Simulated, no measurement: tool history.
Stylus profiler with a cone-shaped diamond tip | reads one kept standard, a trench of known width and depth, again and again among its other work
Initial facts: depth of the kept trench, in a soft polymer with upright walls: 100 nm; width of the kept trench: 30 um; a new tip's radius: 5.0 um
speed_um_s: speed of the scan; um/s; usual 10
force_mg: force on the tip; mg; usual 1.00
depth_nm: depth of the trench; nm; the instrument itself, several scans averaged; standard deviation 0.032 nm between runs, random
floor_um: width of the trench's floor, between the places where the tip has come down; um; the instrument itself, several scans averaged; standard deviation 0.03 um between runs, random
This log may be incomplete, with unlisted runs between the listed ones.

run   hour  speed_um_s  force_mg  depth_nm  floor_um
  1    0.0          10      1.00    100.74     27.81
  2   13.4          10      1.00    100.72     27.82
  3   29.0          10      1.00    100.71     27.81
  4   44.1          10      1.00    100.72     27.86
  5   58.6          10      1.00    100.76     27.78
  6   74.3          10      1.00    100.66     27.82
  7   98.0          10      0.53    100.51     27.71
  8  122.7          16      0.49    100.53     27.73
  9  144.4           8      1.09    100.75     27.85
 10  165.8          28      2.75    101.28     27.74
 11  187.7          28      0.94    100.73     27.67

What if the next run were any one of these 4? Each begins from the tool's condition after run 11:
  A  202.0          10      0.81         ?         ?
  B  202.0           3      0.38         ?         ?
  C  202.0           2      2.15         ?         ?
  D  202.0          24      1.89         ?         ?

run  depth_nm  floor_um
  A    100.66     27.78
  B    100.50     27.88
  C    101.11     27.84
  D    100.98     27.75
Without the tool's hidden state the same runs would have given:
run  depth_nm  floor_um
  A    100.42     27.91
  B    100.26     28.01
  C    100.87     27.97
  D    100.74     27.88
